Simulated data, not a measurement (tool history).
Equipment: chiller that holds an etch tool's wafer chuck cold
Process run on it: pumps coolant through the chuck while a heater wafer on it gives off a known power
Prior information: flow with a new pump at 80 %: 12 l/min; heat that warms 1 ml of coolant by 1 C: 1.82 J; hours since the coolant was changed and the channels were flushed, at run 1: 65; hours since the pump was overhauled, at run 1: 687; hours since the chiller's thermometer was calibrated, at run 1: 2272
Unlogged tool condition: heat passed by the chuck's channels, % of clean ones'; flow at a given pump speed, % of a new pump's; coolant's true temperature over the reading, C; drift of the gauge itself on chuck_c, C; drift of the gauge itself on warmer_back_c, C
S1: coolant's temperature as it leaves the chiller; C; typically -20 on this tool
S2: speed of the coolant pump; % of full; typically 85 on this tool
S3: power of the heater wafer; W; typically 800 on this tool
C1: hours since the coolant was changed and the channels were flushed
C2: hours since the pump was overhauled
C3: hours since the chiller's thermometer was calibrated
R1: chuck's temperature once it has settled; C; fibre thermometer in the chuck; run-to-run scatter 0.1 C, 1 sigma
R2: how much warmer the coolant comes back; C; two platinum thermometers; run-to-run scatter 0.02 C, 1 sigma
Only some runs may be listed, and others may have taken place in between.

Run 1, day 0.000: usual settings; C1 65; C2 687; C3 2272. Result: R1 -13.8 C, R2 2.03 C.
Run 2, day 0.900: usual settings but S2 68 % of full; C1 86; C2 709; C3 2293. Result: R1 -12.8 C, R2 2.64 C.
Run 3, day 1.929: usual settings but S3 754 W; C1 111; C2 733; C3 2318. Result: R1 -14.4 C, R2 1.93 C.
Run 4, day 2.954: usual settings but S3 754 W; C1 136; C2 758; C3 2342. Result: R1 -14.3 C, R2 1.95 C.
Run 5, day 4.558: usual settings but S3 754 W; C1 174; C2 796; C3 2381. Result: R1 -14.2 C, R2 1.94 C.
Run 6, day 5.838: usual settings; C1 205; C2 827; C3 2412. Result: R1 -13.9 C, R2 2.04 C.
Run 7, day 7.696: usual settings but S1 -29 C; C1 249; C2 872; C3 2456. Result: R1 -22.9 C, R2 2.06 C.
Run 8, day 9.850: usual settings but S1 -17 C; C1 301; C2 923; C3 2508. Result: R1 -10.9 C, R2 2.06 C.
Run 9, day 10.950: usual settings but S1 -17 C; C1 328; C2 950; C3 2534. Result: R1 -10.8 C, R2 2.05 C.
Run 10, day 12.192: usual settings but S1 -17 C; C1 357; C2 980; C3 2564. Result: R1 -10.9 C, R2 2.06 C.
Run 11, day 14.229: usual settings but S1 -27 C, S3 559 W; C1 406; C2 1029; C3 2613. Result: R1 -22.7 C, R2 1.45 C.
Run 12, day 15.729: usual settings but S1 -21 C; C1 442; C2 1065; C3 2649. Result: R1 -15.0 C, R2 1.99 C.
Run 13, day 16.746: usual settings but S3 881 W; C1 467; C2 1089; C3 2673. Result: R1 -13.2 C, R2 2.27 C.
Run 14, day 18.829: usual settings but S3 881 W; C1 517; C2 1139; C3 2723. Result: R1 -13.2 C, R2 2.27 C.
Run 15, day 20.988: usual settings but S3 881 W; C1 568; C2 1191; C3 2775. Result: R1 -13.2 C, R2 2.27 C.
At day 21.612: chiller's thermometer calibrated.
Run 16, day 22.579: usual settings but S3 881 W; C1 606; C2 1228; C3 23. Result: R1 -13.3 C, R2 2.25 C.
Run 17, day 24.396: usual settings but S3 596 W; C1 649; C2 1271; C3 67. Result: R1 -15.4 C, R2 1.56 C.
Run 18, day 25.504: usual settings but S3 596 W; C1 676; C2 1298; C3 93. Result: R1 -15.5 C, R2 1.55 C.

Branching from run 18: 5 alternative next runs. What would each branch give?
Run A, day 27.392: usual settings but S1 -13 C, S3 889 W; C1 721; C2 1343; C3 139. Result: R1 ?, R2 ?.
Run B, day 27.392: usual settings but S1 -22 C, S3 725 W; C1 721; C2 1343; C3 139. Result: R1 ?, R2 ?.
Run C, day 27.392: usual settings but S1 -30 C, S2 73 % of full, S3 596 W; C1 721; C2 1343; C3 139. Result: R1 ?, R2 ?.
Run D, day 27.392: usual settings but S1 -17 C, S2 70 % of full; C1 721; C2 1343; C3 139. Result: R1 ?, R2 ?.
Run E, day 27.392: usual settings but S3 467 W; C1 721; C2 1343; C3 139. Result: R1 ?, R2 ?.

run     R1    R2
  A   -6.2  2.28
  B  -16.5  1.86
  C  -24.8  1.81
  D   -9.9  2.59
  E  -16.4  1.18
Stripped of hidden state, with their random variation kept, the same runs would have yielded:
run     R1    R2
  A   -6.3  2.28
  B  -16.5  1.86
  C  -24.8  1.81
  D   -9.9  2.59
  E  -16.4  1.18
